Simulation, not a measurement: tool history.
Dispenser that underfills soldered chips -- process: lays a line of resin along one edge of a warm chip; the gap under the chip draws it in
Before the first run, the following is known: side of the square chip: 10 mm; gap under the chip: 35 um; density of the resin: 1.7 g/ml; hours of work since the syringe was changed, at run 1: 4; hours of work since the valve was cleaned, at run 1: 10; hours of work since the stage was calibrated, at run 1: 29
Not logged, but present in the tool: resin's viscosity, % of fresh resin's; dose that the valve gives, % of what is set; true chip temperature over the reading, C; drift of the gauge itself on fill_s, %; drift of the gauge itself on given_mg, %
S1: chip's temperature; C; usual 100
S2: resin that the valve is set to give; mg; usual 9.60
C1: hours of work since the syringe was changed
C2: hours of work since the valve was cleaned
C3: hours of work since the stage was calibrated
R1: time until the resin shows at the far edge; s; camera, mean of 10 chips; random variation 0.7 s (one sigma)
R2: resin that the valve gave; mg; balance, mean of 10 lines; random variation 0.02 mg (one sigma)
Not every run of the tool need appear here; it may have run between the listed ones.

| run | hour | S1 | S2 | C1 | C2 | C3 | R1 | R2 |
|---|---|---|---|---|---|---|---|---|
| 1 | 0.0 | 100 | 9.60 | 4 | 10 | 29 | 90.4 | 9.55 |
| 2 | 3.6 | 100 | 9.60 | 7 | 13 | 32 | 111.9 | 9.54 |
| 3 | 5.5 | 100 | 9.60 | 8 | 14 | 33 | 128.3 | 9.57 |
| 4 | 8.9 | 100 | 10.28 | 11 | 16 | 36 | 155.5 | 10.19 |
|  | 11.0 | new syringe of resin |
| 5 | 12.8 | 100 | 10.28 | 1 | 19 | 38 | 70.8 | 10.19 |
| 6 | 16.0 | 106 | 10.28 | 4 | 21 | 41 | 72.2 | 10.18 |
| 7 | 19.6 | 106 | 12.06 | 6 | 24 | 43 | 91.6 | 11.90 |
| 8 | 24.0 | 95 | 9.28 | 10 | 27 | 47 | 171.3 | 9.21 |
|  | 27.3 | new syringe of resin |
| 9 | 29.0 | 88 | 8.47 | 1 | 31 | 50 | 106.6 | 8.36 |
| 10 | 32.3 | 94 | 8.23 | 4 | 33 | 52 | 108.2 | 8.13 |
| 11 | 36.7 | 94 | 8.23 | 7 | 36 | 56 | 144.0 | 8.11 |
| 12 | 38.9 | 94 | 8.23 | 8 | 38 | 57 | 163.6 | 8.07 |

What will run 13 give?
| 13 | 42.5 | 113 | 10.54 | 11 | 41 | 60 | ? | ? |

R1: 112.5 s
R2: 10.36 mg
With no hidden state in the tool, this same run would have given R1 42.4 s, R2 10.54 mg.
